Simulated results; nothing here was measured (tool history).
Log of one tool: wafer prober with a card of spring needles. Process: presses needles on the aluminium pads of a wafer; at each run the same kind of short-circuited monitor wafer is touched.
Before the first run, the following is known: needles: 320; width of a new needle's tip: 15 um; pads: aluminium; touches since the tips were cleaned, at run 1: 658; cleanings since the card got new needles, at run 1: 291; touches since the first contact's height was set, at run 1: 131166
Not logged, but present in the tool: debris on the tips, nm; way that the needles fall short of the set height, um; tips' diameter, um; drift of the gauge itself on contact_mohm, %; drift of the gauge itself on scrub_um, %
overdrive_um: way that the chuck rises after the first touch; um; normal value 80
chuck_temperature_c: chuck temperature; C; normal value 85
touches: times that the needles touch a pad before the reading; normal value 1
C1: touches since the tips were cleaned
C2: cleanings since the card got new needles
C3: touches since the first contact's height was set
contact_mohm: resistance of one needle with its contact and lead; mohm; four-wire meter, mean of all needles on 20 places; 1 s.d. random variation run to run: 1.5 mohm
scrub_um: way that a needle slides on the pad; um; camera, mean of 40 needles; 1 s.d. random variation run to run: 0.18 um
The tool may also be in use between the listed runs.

Run 1, hour 0.0: usual settings; C1 658; C2 291; C3 131166. Result: contact_mohm 167 mohm, scrub_um 18.09 um.
At hour 5.6: tips cleaned on abrasive film.
At hour 13.0: tips cleaned on abrasive film.
At hour 22.2: tips cleaned on abrasive film.
At hour 31.4: tips cleaned on abrasive film.
At hour 40.6: tips cleaned on abrasive film.
At hour 48.0: tips cleaned on abrasive film.
Run 2, hour 52.6: usual settings; C1 1484; C2 297; C3 147799. Result: contact_mohm 182 mohm, scrub_um 17.96 um.
At hour 56.4: tips cleaned on abrasive film.
At hour 65.6: tips cleaned on abrasive film.
At hour 74.8: tips cleaned on abrasive film.
At hour 84.0: tips cleaned on abrasive film.
At hour 93.3: tips cleaned on abrasive film.
Run 3, hour 100.2: usual settings; C1 2220; C2 302; C3 162836. Result: contact_mohm 196 mohm, scrub_um 17.85 um.
At hour 102.1: tips cleaned on abrasive film.
At hour 111.3: tips cleaned on abrasive film.
At hour 118.7: tips cleaned on abrasive film.
At hour 127.9: tips cleaned on abrasive film.
At hour 135.3: tips cleaned on abrasive film.
At hour 142.7: tips cleaned on abrasive film.
At hour 151.9: tips cleaned on abrasive film.
Run 4, hour 156.0: usual settings; C1 1285; C2 309; C3 180433. Result: contact_mohm 192 mohm, scrub_um 18.01 um.
At hour 159.7: tips cleaned on abrasive film.
At hour 168.9: tips cleaned on abrasive film.
At hour 178.1: tips cleaned on abrasive film.
At hour 185.5: tips cleaned on abrasive film.
At hour 194.7: tips cleaned on abrasive film.
At hour 202.1: tips cleaned on abrasive film.
At hour 211.4: tips cleaned on abrasive film.
At hour 220.6: tips cleaned on abrasive film.
Run 5, hour 226.2: usual settings; C1 1796; C2 317; C3 202617. Result: contact_mohm 193 mohm, scrub_um 17.35 um.
At hour 228.1: tips cleaned on abrasive film.
At hour 237.3: tips cleaned on abrasive film.
At hour 246.5: tips cleaned on abrasive film.
At hour 253.9: tips cleaned on abrasive film.
At hour 263.1: tips cleaned on abrasive film.
At hour 272.4: tips cleaned on abrasive film.
At hour 278.1: height of the first contact set anew.
At hour 281.9: tips cleaned on abrasive film.
At hour 291.1: tips cleaned on abrasive film.
At hour 299.2: tips cleaned on abrasive film.
Run 6, hour 299.2: usual settings; C1 0; C2 326; C3 6640. Result: contact_mohm 154 mohm, scrub_um 19.43 um.
At hour 308.4: tips cleaned on abrasive film.
At hour 317.6: tips cleaned on abrasive film.
At hour 326.8: tips cleaned on abrasive film.
At hour 336.1: tips cleaned on abrasive film.
At hour 343.5: tips cleaned on abrasive film.
Run 7, hour 345.1: usual settings but overdrive_um 70 um; C1 510; C2 331; C3 21132. Result: contact_mohm 180 mohm, scrub_um 16.69 um.
At hour 352.4: tips cleaned on abrasive film.
At hour 359.8: tips cleaned on abrasive film.
At hour 369.1: tips cleaned on abrasive film.
At hour 378.3: tips cleaned on abrasive film.
At hour 387.5: tips cleaned on abrasive film.
At hour 396.7: tips cleaned on abrasive film.
At hour 405.9: tips cleaned on abrasive film.
At hour 415.1: tips cleaned on abrasive film.
Run 8, hour 415.4: usual settings but overdrive_um 70 um; C1 81; C2 339; C3 43352. Result: contact_mohm 164 mohm, scrub_um 16.31 um.
At hour 422.8: tips cleaned on abrasive film.
At hour 430.2: tips cleaned on abrasive film.
At hour 439.4: tips cleaned on abrasive film.
At hour 448.6: tips cleaned on abrasive film.
At hour 456.0: tips cleaned on abrasive film.
At hour 463.4: tips cleaned on abrasive film.
Run 9, hour 467.0: usual settings but overdrive_um 70 um; C1 1148; C2 345; C3 59645. Result: contact_mohm 195 mohm, scrub_um 16.45 um.
At hour 472.5: tips cleaned on abrasive film.
At hour 481.8: tips cleaned on abrasive film.
At hour 493.8: card fitted with new needles.
At hour 503.0: tips cleaned on abrasive film.
At hour 510.4: tips cleaned on abrasive film.
At hour 519.6: tips cleaned on abrasive film.
At hour 528.8: tips cleaned on abrasive film.
At hour 538.0: tips cleaned on abrasive film.
At hour 547.2: tips cleaned on abrasive film.
At hour 556.4: tips cleaned on abrasive film.
Run 10, hour 561.5: usual settings but overdrive_um 70 um; C1 1630; C2 7; C3 21439. Result: contact_mohm 163 mohm, scrub_um 16.56 um.
At hour 565.3: tips cleaned on abrasive film.
At hour 572.7: tips cleaned on abrasive film.
At hour 580.1: tips cleaned on abrasive film.
At hour 589.3: tips cleaned on abrasive film.
At hour 598.5: tips cleaned on abrasive film.
At hour 607.7: tips cleaned on abrasive film.
At hour 615.1: tips cleaned on abrasive film.
Run 11, hour 618.9: usual settings but overdrive_um 70 um; C1 1222; C2 14; C3 39557. Result: contact_mohm 157 mohm, scrub_um 16.47 um.
At hour 622.7: tips cleaned on abrasive film.
At hour 630.1: tips cleaned on abrasive film.
At hour 639.3: tips cleaned on abrasive film.
At hour 646.7: tips cleaned on abrasive film.
At hour 654.1: tips cleaned on abrasive film.
At hour 663.3: tips cleaned on abrasive film.
Run 12, hour 667.9: usual settings but overdrive_um 73 um, chuck_temperature_c 88 C, touches 2; C1 1477; C2 20; C3 55022. Result: contact_mohm 152 mohm, scrub_um 16.89 um.
At hour 671.7: tips cleaned on abrasive film.
At hour 680.9: tips cleaned on abrasive film.
At hour 690.1: tips cleaned on abrasive film.
At hour 699.3: tips cleaned on abrasive film.
At hour 708.5: tips cleaned on abrasive film.
Run 13, hour 712.3: usual settings but overdrive_um 62 um; C1 1192; C2 25; C3 69032. Result: contact_mohm 169 mohm, scrub_um 14.13 um.
At hour 716.0: tips cleaned on abrasive film.
At hour 723.4: tips cleaned on abrasive film.
At hour 732.6: tips cleaned on abrasive film.
At hour 741.8: tips cleaned on abrasive film.
At hour 751.0: tips cleaned on abrasive film.
At hour 760.3: tips cleaned on abrasive film.
At hour 767.6: tips cleaned on abrasive film.
At hour 776.9: tips cleaned on abrasive film.
Run 14, hour 779.7: usual settings but overdrive_um 74 um, chuck_temperature_c 72 C, touches 2; C1 908; C2 33; C3 90324. Result: contact_mohm 152 mohm, scrub_um 16.95 um.
At hour 785.3: tips cleaned on abrasive film.
At hour 794.5: tips cleaned on abrasive film.
At hour 801.9: tips cleaned on abrasive film.
At hour 811.1: tips cleaned on abrasive film.
At hour 820.3: tips cleaned on abrasive film.
At hour 827.7: tips cleaned on abrasive film.
At hour 835.1: tips cleaned on abrasive film.
At hour 844.3: tips cleaned on abrasive film.
At hour 853.5: tips cleaned on abrasive film.
Run 15, hour 859.0: usual settings but overdrive_um 95 um, chuck_temperature_c 49 C, touches 3; C1 1746; C2 42; C3 115376. Result: contact_mohm 138 mohm, scrub_um 21.79 um.
At hour 862.7: tips cleaned on abrasive film.
At hour 870.1: tips cleaned on abrasive film.
At hour 879.4: tips cleaned on abrasive film.
At hour 886.7: tips cleaned on abrasive film.
At hour 896.0: tips cleaned on abrasive film.
Run 16, hour 896.4: usual settings but overdrive_um 95 um, chuck_temperature_c 49 C, touches 3; C1 144; C2 47; C3 127173. Result: contact_mohm 138 mohm, scrub_um 21.39 um.
At hour 903.8: tips cleaned on abrasive film.
At hour 913.0: tips cleaned on abrasive film.
At hour 922.2: tips cleaned on abrasive film.
At hour 931.5: tips cleaned on abrasive film.
At hour 940.7: tips cleaned on abrasive film.
At hour 948.1: tips cleaned on abrasive film.
At hour 957.3: tips cleaned on abrasive film.
Run 17, hour 961.7: usual settings but overdrive_um 62 um; C1 1403; C2 54; C3 147802. Result: contact_mohm 174 mohm, scrub_um 13.53 um.
At hour 965.4: tips cleaned on abrasive film.
At hour 972.8: tips cleaned on abrasive film.
At hour 980.2: tips cleaned on abrasive film.
At hour 989.4: tips cleaned on abrasive film.
At hour 998.6: tips cleaned on abrasive film.
At hour 1006.9: tips cleaned on abrasive film.
Run 18, hour 1006.9: usual settings but overdrive_um 78 um, chuck_temperature_c 76 C; C1 0; C2 60; C3 162056. Result: contact_mohm 146 mohm, scrub_um 17.52 um.
At hour 1014.3: tips cleaned on abrasive film.
At hour 1023.5: tips cleaned on abrasive film.
At hour 1032.7: tips cleaned on abrasive film.
At hour 1040.1: tips cleaned on abrasive film.
At hour 1049.3: tips cleaned on abrasive film.
At hour 1058.5: tips cleaned on abrasive film.
At hour 1067.7: tips cleaned on abrasive film.
At hour 1077.0: tips cleaned on abrasive film.
At hour 1084.9: tips cleaned on abrasive film.
Run 19, hour 1084.9: usual settings but overdrive_um 62 um, chuck_temperature_c 115 C, touches 2; C1 0; C2 69; C3 186713. Result: contact_mohm 162 mohm, scrub_um 13.15 um.
At hour 1092.3: tips cleaned on abrasive film.
At hour 1101.5: tips cleaned on abrasive film.
At hour 1110.8: tips cleaned on abrasive film.
At hour 1120.0: tips cleaned on abrasive film.
Run 20, hour 1124.8: usual settings but overdrive_um 62 um, chuck_temperature_c 115 C, touches 2; C1 1546; C2 73; C3 199330. Result: contact_mohm 170 mohm, scrub_um 13.12 um.
At hour 1128.6: tips cleaned on abrasive film.
At hour 1137.8: tips cleaned on abrasive film.
At hour 1145.2: tips cleaned on abrasive film.
At hour 1154.4: tips cleaned on abrasive film.
At hour 1161.8: tips cleaned on abrasive film.
Run 21, hour 1162.4: usual settings but overdrive_um 65 um; C1 187; C2 78; C3 211169. Result: contact_mohm 158 mohm, scrub_um 13.62 um.
At hour 1169.8: tips cleaned on abrasive film.
At hour 1179.0: tips cleaned on abrasive film.
At hour 1188.2: tips cleaned on abrasive film.
At hour 1188.5: height of the first contact set anew.
At hour 1195.9: tips cleaned on abrasive film.
At hour 1205.1: tips cleaned on abrasive film.
At hour 1212.5: tips cleaned on abrasive film.
At hour 1221.7: tips cleaned on abrasive film.
At hour 1230.9: tips cleaned on abrasive film.
Run 22, hour 1235.1: usual settings but overdrive_um 72 um, chuck_temperature_c 39 C; C1 1338; C2 86; C3 14738. Result: contact_mohm 157 mohm, scrub_um 17.46 um.

Measured result minus the same run's result without the hidden state. Both carry the same run-to-run variation, though not necessarily the same gauge scatter:
run  contact_mohm  scrub_um
  1           +26     -1.28
  2           +44     -1.47
  3           +54     -1.60
  4           +49     -1.84
  5           +54     -2.03
  6           +14     -0.09
  7           +37     -0.22
  8           +21     -0.44
  9           +52     -0.57
 10           +19     -0.19
 11           +15     -0.39
 12           +11     -0.53
 13           +24     -0.65
 14           +10     -0.86
 15            +7     -1.11
 16            +3     -1.23
 17           +32     -1.44
 18            +6     -1.61
 19            +9     -1.83
 20           +25     -1.93
 21           +15     -2.06
 22           +22     -0.13
